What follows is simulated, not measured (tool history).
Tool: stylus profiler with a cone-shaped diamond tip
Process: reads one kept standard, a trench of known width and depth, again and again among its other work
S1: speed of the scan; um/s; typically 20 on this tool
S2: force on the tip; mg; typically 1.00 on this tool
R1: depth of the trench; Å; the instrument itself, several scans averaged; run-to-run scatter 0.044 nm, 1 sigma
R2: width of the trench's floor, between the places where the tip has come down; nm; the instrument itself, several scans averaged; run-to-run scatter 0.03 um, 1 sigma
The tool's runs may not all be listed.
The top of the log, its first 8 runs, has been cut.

run	day	S1	S2	R1	R2
9	32.988	59	1.00	2018.6	18060
10	35.538	20	1.00	2019.0	18180
11	40.092	20	1.00	2018.6	18180
12	44.212	20	1.00	2018.4	18260
13	46.854	20	1.00	2019.2	18190
14	51.738	20	1.00	2018.7	18160
15	57.221	20	1.00	2019.4	18220
16	60.558	20	0.85	2016.3	18150
17	63.267	8	0.39	2010.0	18240
18	67.133	8	0.39	2009.8	18240
19	70.875	49	0.83	2016.1	18100
20	76.079	7	1.12	2020.1	18240
21	81.042	8	0.56	2012.6	18190
22	83.958	21	1.00	2018.7	18200
23	87.475	14	0.75	2015.9	18200
24	90.804	17	0.52	2012.9	18190
25	94.283	8	1.32	2022.8	18250
26	99.396	34	2.87	2037.7	18210
27	102.308	34	1.21	2021.2	18180
28	105.367	13	1.00	2018.7	18200
29	109.112	13	1.00	2019.3	18170
30	111.492	27	0.74	2015.6	18120
# day 113.950: height scale calibrated on a step standard
31	116.588	27	0.74	2014.7	18100
32	121.762	27	0.74	2015.6	18130

Here are 5 independent what-if runs from the current tool condition. What would each one return?
A	126.229	16	1.11	?	?
B	126.229	27	2.14	?	?
C	126.229	29	1.00	?	?
D	126.229	29	1.00	?	?
E	126.229	69	0.74	?	?

run	R1	R2
A	2019.9	18150
B	2031.7	18180
C	2017.8	18120
D	2018.3	18100
E	2015.6	18020
The same runs, with their run-to-run variation unchanged, on a tool lacking any hidden condition would have given:
run	R1	R2
A	2019.8	18160
B	2031.7	18190
C	2017.8	18130
D	2018.3	18110
E	2015.5	18030

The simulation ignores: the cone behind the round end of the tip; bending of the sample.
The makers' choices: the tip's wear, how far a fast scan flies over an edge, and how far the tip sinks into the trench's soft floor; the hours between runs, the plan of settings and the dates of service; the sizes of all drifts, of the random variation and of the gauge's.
